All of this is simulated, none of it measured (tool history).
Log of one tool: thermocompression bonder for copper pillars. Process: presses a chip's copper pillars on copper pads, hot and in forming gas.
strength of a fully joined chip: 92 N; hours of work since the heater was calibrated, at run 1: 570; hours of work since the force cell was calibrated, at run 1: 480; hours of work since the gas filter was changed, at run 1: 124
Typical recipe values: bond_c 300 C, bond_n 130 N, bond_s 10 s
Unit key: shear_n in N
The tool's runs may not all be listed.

run,hour,bond_c,bond_n,bond_s,hours of work since the heater was calibrated,hours of work since the force cell was calibrated,hours of work since the gas filter was changed,shear_n
1,0,300,130,10,570,480,124,45.5
2,13.7,300,130,10,579,489,133,45.1
3,23.5,300,130,13,586,496,140,49.1
4,40,300,175,13,597,507,151,62.6
5,53.9,300,175,6,607,516,161,49.7
6,64.8,300,175,12,614,524,168,61.1
7,83,300,175,12,627,536,181,61.1
8,92.6,300,175,12,633,543,187,61
9,109.7,300,130,10,645,555,199,45.2
10,117.3,300,130,10,650,560,204,45.6
11,135.1,300,130,10,662,572,216,45.7
# hour 149.7: heater calibrated with a thermocouple chip
12,149.7,300,130,10,0,581,225,45.1
13,158.7,300,130,6,6,587,231,37.7
14,169.8,300,130,6,14,594,239,37.2
15,180.4,300,172,6,21,601,246,49.1
16,198.9,300,172,6,34,614,258,48
17,208.4,300,172,6,40,621,265,48.6
18,217.2,300,172,6,46,627,271,48.2
19,234.3,316,130,10,58,638,283,54.2
20,247.5,300,130,22,67,647,292,58.3
21,255.3,300,130,22,72,653,297,57.9
22,271.2,273,78,26,83,664,308,25.9
23,286.8,316,78,28,94,674,319,49.8
24,298.1,302,173,19,101,682,326,68.8
25,315.1,277,130,8,113,694,338,29.5
26,328.7,322,130,7,122,703,347,52
27,338.4,291,150,7,129,710,354,40.1
28,357.2,291,150,7,142,722,367,40.1
29,371.1,291,150,7,151,732,376,40.3
30,378.9,291,150,24,157,737,382,60.1
31,394.8,273,130,6,168,748,392,24.5
32,410.2,297,179,19,178,759,403,67.7
33,420.4,297,184,19,185,766,410,68.7
34,430.7,297,184,19,192,773,417,69
35,441.2,291,101,10,199,780,424,30.8
36,459.4,313,88,5,212,792,437,28.2
# hour 472.4: forming gas filter changed
37,474.8,283,106,8,222,802,2,26
38,492.7,284,106,14,234,815,14,33.5
39,505.5,284,106,14,243,823,23,33.7
40,523.1,284,122,14,255,835,35,38.8
41,540.2,315,140,12,267,847,46,60.7

Alternative continuations, all from the tool just after run 41; predict every row:
A,553.7,285,110,8,276,856,56,?
B,553.7,275,174,20,276,856,56,?
C,553.7,300,115,14,276,856,56,?

run,shear_n
A,28.1
B,53.1
C,45.7
With the hidden condition removed and each run's random variation left untouched, the same runs would have given:
run,shear_n
A,28
B,53
C,45.5
